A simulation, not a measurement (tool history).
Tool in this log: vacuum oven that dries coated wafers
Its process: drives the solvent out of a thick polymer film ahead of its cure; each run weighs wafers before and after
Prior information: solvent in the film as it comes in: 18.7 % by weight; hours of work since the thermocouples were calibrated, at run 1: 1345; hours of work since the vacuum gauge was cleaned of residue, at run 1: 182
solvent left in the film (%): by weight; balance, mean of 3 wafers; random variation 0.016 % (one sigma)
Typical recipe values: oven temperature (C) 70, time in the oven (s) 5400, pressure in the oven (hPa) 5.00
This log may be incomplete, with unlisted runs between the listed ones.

| run | hour | oven temperature (C) | time in the oven (s) | pressure in the oven (hPa) | hours of work since the thermocouples were calibrated | hours of work since the vacuum gauge was cleaned of residue | solvent left in the film (%) |
|---|---|---|---|---|---|---|---|
| 1 | 0.0 | 70 | 5400 | 5.00 | 1345 | 182 | 1.37 |
| 2 | 7.8 | 70 | 3360 | 5.00 | 1351 | 188 | 3.29 |
| 3 | 15.0 | 70 | 3360 | 5.00 | 1357 | 194 | 3.28 |
| 4 | 21.4 | 70 | 5400 | 14.50 | 1362 | 199 | 1.63 |
| 5 | 33.5 | 70 | 5400 | 14.50 | 1371 | 208 | 1.62 |
| 6 | 42.1 | 70 | 5400 | 5.00 | 1378 | 215 | 1.35 |
| 7 | 53.3 | 70 | 5400 | 5.00 | 1386 | 223 | 1.35 |
| 8 | 59.4 | 70 | 5400 | 4.23 | 1391 | 228 | 1.33 |
| 9 | 65.5 | 70 | 5700 | 4.23 | 1396 | 233 | 1.18 |
| 10 | 72.1 | 70 | 5700 | 4.23 | 1401 | 238 | 1.16 |
| 11 | 79.4 | 70 | 5700 | 4.23 | 1407 | 243 | 1.19 |
| 12 | 85.8 | 70 | 5700 | 4.23 | 1412 | 248 | 1.19 |
| 13 | 92.1 | 70 | 5400 | 5.00 | 1416 | 253 | 1.37 |
| 14 | 97.5 | 70 | 5400 | 5.00 | 1420 | 257 | 1.33 |
| 15 | 107.5 | 70 | 5400 | 15.23 | 1428 | 265 | 1.65 |
| 16 | 114.5 | 71 | 7200 | 4.25 | 1434 | 270 | 0.56 |
| 17 | 123.3 | 81 | 7680 | 3.88 | 1440 | 277 | 0.11 |
| 18 | 131.1 | 84 | 3540 | 12.21 | 1446 | 283 | 0.47 |
| 19 | 141.1 | 70 | 9420 | 9.32 | 1454 | 291 | 0.49 |
| 20 | 146.3 | 70 | 2820 | 5.00 | 1458 | 295 | 4.12 |
| 21 | 153.0 | 70 | 2820 | 5.00 | 1463 | 300 | 4.11 |
| 22 | 158.8 | 70 | 2820 | 5.00 | 1468 | 304 | 4.11 |
| 23 | 164.0 | 70 | 2820 | 5.00 | 1472 | 308 | 4.07 |
| 24 | 175.4 | 82 | 5700 | 19.99 | 1481 | 317 | 0.45 |
| 25 | 184.1 | 67 | 3120 | 4.26 | 1487 | 324 | 4.68 |
| 26 | 193.6 | 71 | 3120 | 4.26 | 1495 | 331 | 3.26 |
| 27 | 200.8 | 66 | 9240 | 3.04 | 1500 | 337 | 0.67 |
| 28 | 211.4 | 66 | 9240 | 3.04 | 1508 | 345 | 0.68 |

Each row is a separate what-if for the run after 28, all from the same tool condition, not one after another. Results?
| A | 223.5 | 70 | 5400 | 8.71 | 1518 | 354 | ? |
| B | 223.5 | 62 | 4980 | 19.91 | 1518 | 354 | ? |
| C | 223.5 | 66 | 9240 | 11.38 | 1518 | 354 | ? |
| D | 223.5 | 82 | 4140 | 16.03 | 1518 | 354 | ? |

| run | solvent left in the film (%) |
|---|---|
| A | 1.45 |
| B | 4.52 |
| C | 0.99 |
| D | 0.52 |
Without the tool's unlogged condition, the same runs would have read:
| run | solvent left in the film (%) |
|---|---|
| A | 1.87 |
| B | 5.26 |
| C | 1.26 |
| D | 0.65 |

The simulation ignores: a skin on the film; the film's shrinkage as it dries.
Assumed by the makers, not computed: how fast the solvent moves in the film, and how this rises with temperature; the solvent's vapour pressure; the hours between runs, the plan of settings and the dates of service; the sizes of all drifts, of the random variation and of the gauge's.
